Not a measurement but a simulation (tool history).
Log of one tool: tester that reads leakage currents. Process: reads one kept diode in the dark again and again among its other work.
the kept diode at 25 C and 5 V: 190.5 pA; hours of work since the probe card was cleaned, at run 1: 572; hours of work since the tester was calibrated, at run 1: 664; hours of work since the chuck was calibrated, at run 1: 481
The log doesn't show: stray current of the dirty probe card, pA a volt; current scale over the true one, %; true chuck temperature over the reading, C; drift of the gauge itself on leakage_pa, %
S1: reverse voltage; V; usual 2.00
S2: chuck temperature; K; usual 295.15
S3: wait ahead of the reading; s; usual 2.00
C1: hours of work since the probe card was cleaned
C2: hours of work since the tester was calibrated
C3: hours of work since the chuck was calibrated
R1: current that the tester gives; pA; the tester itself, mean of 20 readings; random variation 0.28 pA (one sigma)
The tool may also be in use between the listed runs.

run 1 hour=0.0 | S1=2.00 S2=295.15 S3=2.00 | C1=572 C2=664 C3=481 | R1=100.45
run 2 hour=92.5 | S1=2.00 S2=295.15 S3=2.00 | C1=614 C2=705 C3=523 | R1=100.51
run 3 hour=219.7 | S1=2.00 S2=295.15 S3=2.00 | C1=671 C2=763 C3=580 | R1=102.35
run 4 hour=313.9 | S1=2.00 S2=318.15 S3=2.00 | C1=714 C2=805 C3=623 | R1=563.76
run 5 hour=390.5 | S1=2.00 S2=295.15 S3=0.67 | C1=749 C2=840 C3=657 | R1=103.17
run 6 hour=472.9 | S1=2.00 S2=325.15 S3=2.00 | C1=786 C2=877 C3=695 | R1=910.36
run 7 hour=597.9 | S1=10.44 S2=295.15 S3=2.00 | C1=842 C2=934 C3=751 | R1=252.03
run 8 hour=708.7 | S1=2.75 S2=295.15 S3=2.00 | C1=892 C2=984 C3=801 | R1=124.91
run 9 hour=841.9 | S1=5.37 S2=295.15 S3=2.00 | C1=953 C2=1044 C3=861 | R1=180.37
run 10 hour=965.2 | S1=5.37 S2=295.15 S3=2.00 | C1=1008 C2=1100 C3=917 | R1=181.81
run 11 hour=1044.3 | S1=5.37 S2=295.15 S3=2.00 | C1=1044 C2=1136 C3=953 | R1=183.00
run 12 hour=1134.9 | S1=2.00 S2=295.15 S3=5.13 | C1=1085 C2=1177 C3=994 | R1=108.77
run 13 hour=1195.6 | S1=2.00 S2=295.15 S3=2.00 | C1=1112 C2=1204 C3=1021 | R1=108.69
run 14 hour=1254.3 | S1=2.00 S2=295.15 S3=2.00 | C1=1139 C2=1231 C3=1048 | R1=109.52
-- hour=1285.3 chuck's temperature calibrated
run 15 hour=1335.4 | S1=2.00 S2=316.15 S3=2.00 | C1=1175 C2=1266 C3=23 | R1=449.79
run 16 hour=1426.7 | S1=2.00 S2=295.15 S3=2.14 | C1=1216 C2=1308 C3=64 | R1=93.55
run 17 hour=1508.0 | S1=2.00 S2=308.15 S3=2.14 | C1=1253 C2=1344 C3=101 | R1=255.68
run 18 hour=1619.6 | S1=19.30 S2=331.15 S3=0.94 | C1=1303 C2=1395 C3=151 | R1=4157.30
run 19 hour=1753.8 | S1=19.30 S2=331.15 S3=0.94 | C1=1364 C2=1456 C3=212 | R1=4193.28
run 20 hour=1861.0 | S1=6.63 S2=321.15 S3=4.93 | C1=1412 C2=1504 C3=260 | R1=1238.31
run 21 hour=1924.8 | S1=3.47 S2=316.15 S3=3.63 | C1=1441 C2=1533 C3=289 | R1=623.46
run 22 hour=2018.1 | S1=2.00 S2=295.15 S3=0.72 | C1=1483 C2=1575 C3=331 | R1=97.71
run 23 hour=2091.9 | S1=2.00 S2=312.15 S3=2.00 | C1=1517 C2=1608 C3=365 | R1=354.61
run 24 hour=2217.2 | S1=9.83 S2=311.15 S3=0.94 | C1=1573 C2=1665 C3=421 | R1=772.17
run 25 hour=2340.5 | S1=12.62 S2=295.15 S3=2.00 | C1=1629 C2=1721 C3=477 | R1=268.65
run 26 hour=2409.1 | S1=2.44 S2=305.15 S3=0.41 | C1=1660 C2=1752 C3=508 | R1=241.47

Forecast each of these 3 alternatives for the next run:
run A hour=2489.5 | S1=2.44 S2=298.15 S3=0.65 | C1=1697 C2=1788 C3=544 | R1=?
run B hour=2489.5 | S1=2.44 S2=305.15 S3=0.35 | C1=1697 C2=1788 C3=544 | R1=?
run C hour=2489.5 | S1=2.44 S2=305.15 S3=0.46 | C1=1697 C2=1788 C3=544 | R1=?

run=A R1=141.87
run=B R1=243.26
run=C R1=242.42
Without the tool's hidden state the same runs would have given:
run=A R1=130.57
run=B R1=225.76
run=C R1=224.95

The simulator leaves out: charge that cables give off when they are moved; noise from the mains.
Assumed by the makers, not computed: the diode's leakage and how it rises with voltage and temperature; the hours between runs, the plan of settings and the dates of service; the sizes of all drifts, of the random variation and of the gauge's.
